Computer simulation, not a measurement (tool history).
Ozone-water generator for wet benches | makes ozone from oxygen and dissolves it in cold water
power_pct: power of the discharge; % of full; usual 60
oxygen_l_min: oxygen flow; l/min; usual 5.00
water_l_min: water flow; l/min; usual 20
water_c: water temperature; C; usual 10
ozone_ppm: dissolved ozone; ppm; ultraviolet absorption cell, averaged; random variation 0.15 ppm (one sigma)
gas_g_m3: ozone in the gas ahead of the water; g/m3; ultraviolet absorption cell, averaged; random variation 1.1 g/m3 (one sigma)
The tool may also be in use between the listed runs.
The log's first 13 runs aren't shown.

{"run": 14, "hour": 534.4, "power_pct": 56, "oxygen_l_min": 5.0, "water_l_min": 25, "water_c": 10, "ozone_ppm": 12.0, "gas_g_m3": 188.0}
{"hour": 551.3, "done": "water thermometer calibrated"}
{"run": 15, "hour": 575.6, "power_pct": 56, "oxygen_l_min": 5.0, "water_l_min": 25, "water_c": 10, "ozone_ppm": 12.3, "gas_g_m3": 189.4}
{"run": 16, "hour": 608.5, "power_pct": 60, "oxygen_l_min": 5.0, "water_l_min": 20, "water_c": 10, "ozone_ppm": 16.4, "gas_g_m3": 200.3}
{"run": 17, "hour": 647.9, "power_pct": 60, "oxygen_l_min": 5.0, "water_l_min": 20, "water_c": 10, "ozone_ppm": 16.4, "gas_g_m3": 196.9}
{"run": 18, "hour": 697.1, "power_pct": 60, "oxygen_l_min": 5.0, "water_l_min": 20, "water_c": 10, "ozone_ppm": 16.3, "gas_g_m3": 198.0}
{"run": 19, "hour": 741.2, "power_pct": 69, "oxygen_l_min": 5.0, "water_l_min": 24, "water_c": 10, "ozone_ppm": 14.9, "gas_g_m3": 218.9}
{"run": 20, "hour": 789.1, "power_pct": 69, "oxygen_l_min": 5.0, "water_l_min": 24, "water_c": 10, "ozone_ppm": 15.0, "gas_g_m3": 218.7}
{"run": 21, "hour": 842.4, "power_pct": 60, "oxygen_l_min": 5.0, "water_l_min": 12, "water_c": 10, "ozone_ppm": 26.6, "gas_g_m3": 196.6}
{"run": 22, "hour": 865.2, "power_pct": 60, "oxygen_l_min": 5.0, "water_l_min": 12, "water_c": 10, "ozone_ppm": 26.4, "gas_g_m3": 197.1}
{"run": 23, "hour": 915.1, "power_pct": 60, "oxygen_l_min": 5.0, "water_l_min": 24, "water_c": 10, "ozone_ppm": 13.2, "gas_g_m3": 197.4}
{"run": 24, "hour": 966.7, "power_pct": 68, "oxygen_l_min": 5.0, "water_l_min": 24, "water_c": 8, "ozone_ppm": 14.9, "gas_g_m3": 217.2}
{"hour": 981.8, "done": "contactor cleaned"}
{"run": 25, "hour": 1004.3, "power_pct": 60, "oxygen_l_min": 5.0, "water_l_min": 24, "water_c": 10, "ozone_ppm": 14.5, "gas_g_m3": 196.7}
{"run": 26, "hour": 1027.0, "power_pct": 60, "oxygen_l_min": 6.85, "water_l_min": 15, "water_c": 17, "ozone_ppm": 21.4, "gas_g_m3": 176.3}
{"run": 27, "hour": 1052.6, "power_pct": 60, "oxygen_l_min": 5.09, "water_l_min": 15, "water_c": 17, "ozone_ppm": 20.8, "gas_g_m3": 194.6}
{"run": 28, "hour": 1090.3, "power_pct": 47, "oxygen_l_min": 2.77, "water_l_min": 20, "water_c": 10, "ozone_ppm": 11.5, "gas_g_m3": 194.6}
{"run": 29, "hour": 1113.5, "power_pct": 47, "oxygen_l_min": 3.16, "water_l_min": 20, "water_c": 6, "ozone_ppm": 12.7, "gas_g_m3": 188.2}
{"run": 30, "hour": 1159.2, "power_pct": 61, "oxygen_l_min": 4.24, "water_l_min": 27, "water_c": 9, "ozone_ppm": 11.9, "gas_g_m3": 208.0}
{"run": 31, "hour": 1190.1, "power_pct": 47, "oxygen_l_min": 4.24, "water_l_min": 27, "water_c": 10, "ozone_ppm": 9.7, "gas_g_m3": 172.8}
{"run": 32, "hour": 1242.7, "power_pct": 60, "oxygen_l_min": 7.78, "water_l_min": 22, "water_c": 10, "ozone_ppm": 17.4, "gas_g_m3": 170.5}
{"run": 33, "hour": 1299.1, "power_pct": 72, "oxygen_l_min": 5.0, "water_l_min": 18, "water_c": 12, "ozone_ppm": 21.1, "gas_g_m3": 223.2}

Forecast each of these 4 alternatives for the next run:
{"run": "A", "hour": 1348.9, "power_pct": 60, "oxygen_l_min": 5.0, "water_l_min": 19, "water_c": 10, "ozone_ppm": "?", "gas_g_m3": "?"}
{"run": "B", "hour": 1348.9, "power_pct": 72, "oxygen_l_min": 4.52, "water_l_min": 14, "water_c": 12, "ozone_ppm": "?", "gas_g_m3": "?"}
{"run": "C", "hour": 1348.9, "power_pct": 60, "oxygen_l_min": 5.0, "water_l_min": 20, "water_c": 12, "ozone_ppm": "?", "gas_g_m3": "?"}
{"run": "D", "hour": 1348.9, "power_pct": 72, "oxygen_l_min": 5.0, "water_l_min": 19, "water_c": 12, "ozone_ppm": "?", "gas_g_m3": "?"}

run=A ozone_ppm=18.0 gas_g_m3=194.4
run=B ozone_ppm=26.2 gas_g_m3=229.8
run=C ozone_ppm=17.0 gas_g_m3=193.9
run=D ozone_ppm=20.4 gas_g_m3=222.3
Without the tool's hidden state the same runs would have given:
run=A ozone_ppm=19.0 gas_g_m3=202.1
run=B ozone_ppm=27.8 gas_g_m3=240.4
run=C ozone_ppm=17.9 gas_g_m3=201.6
run=D ozone_ppm=21.6 gas_g_m3=232.6
